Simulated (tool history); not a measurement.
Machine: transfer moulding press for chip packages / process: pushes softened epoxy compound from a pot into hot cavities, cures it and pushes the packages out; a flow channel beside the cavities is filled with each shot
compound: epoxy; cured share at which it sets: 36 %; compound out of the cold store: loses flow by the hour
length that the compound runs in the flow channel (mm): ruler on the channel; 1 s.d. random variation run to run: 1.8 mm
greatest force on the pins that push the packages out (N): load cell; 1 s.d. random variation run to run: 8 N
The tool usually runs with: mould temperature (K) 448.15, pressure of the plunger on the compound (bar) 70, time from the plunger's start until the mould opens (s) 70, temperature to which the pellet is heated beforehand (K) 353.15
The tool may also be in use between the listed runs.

run   hour  mould temperature (K)  pressure of the plunger on the compound (bar)  time from the plunger's start until the mould opens (s)  temperature to which the pellet is heated beforehand (K)  incoming compound's hours out of the cold store  length that the compound runs in the flow channel (mm)  greatest force on the pins that push the packages out (N)
  1      0                 448.15                                             70                                                       70                                                    353.15                                             19.6                                                     829                                                        355
  2   10.9                 448.15                                             70                                                       70                                                    353.15                                             38.5                                                     787                                                        407
  3   19.8                 448.15                                             70                                                       70                                                    353.15                                             45.3                                                     772                                                        416
  4   31.7                 448.15                                             70                                                       70                                                    353.15                                             39.6                                                     782                                                        464
  5   44.7                 448.15                                             70                                                       70                                                    345.15                                              9.3                                                     848                                                        553
      54.6  -- cavities cleaned with cleaning compound and waxed
  6   54.6                 448.15                                             70                                                       70                                                    358.15                                             12.8                                                     839                                                        348
  7   65.8                 448.15                                             70                                                       70                                                    353.15                                             15.2                                                     831                                                        408
  8   75.2                 450.15                                             70                                                       70                                                    353.15                                             32.3                                                     787                                                        387
  9   87.1                 450.15                                             70                                                       70                                                    353.15                                             24.7                                                     801                                                        418
 10   96.3                 450.15                                             70                                                       70                                                    353.15                                             15.8                                                     819                                                        471
 11  103.1                 450.15                                             70                                                       70                                                    353.15                                             46.6                                                     756                                                        439
     109.3  -- cavities cleaned with cleaning compound and waxed
 12  111.3                 450.15                                             70                                                       70                                                    353.15                                             19.1                                                     813                                                        318
 13  123.5                 448.15                                             70                                                       70                                                    353.15                                             19.3                                                     816                                                        407
 14  137.6                 448.15                                             70                                                       70                                                    353.15                                             15.3                                                     823                                                        487
 15  145.8                 448.15                                             70                                                       70                                                    353.15                                             29.7                                                     792                                                        474
 16  152.9                 455.15                                           80.8                                                       68                                                    347.15                                             12.7                                                     860                                                        381
     163.4  -- cavities cleaned with cleaning compound and waxed
 17  166.7                 448.15                                           78.5                                                       70                                                    353.15                                             45.4                                                     807                                                        355
 18  181.1                 448.15                                           78.5                                                       70                                                    353.15                                             23.9                                                     853                                                        431

The next listed run, before its measurement:
 19  194.7                 452.15                                           79.5                                                       70                                                    353.15                                             15.1                                                       ?                                                          ?

length that the compound runs in the flow channel (mm): 858
greatest force on the pins that push the packages out (N): 396
With the hidden condition absent and the run-to-run variation left alone, this run would have shown length that the compound runs in the flow channel (mm) 892, greatest force on the pins that push the packages out (N) 292.
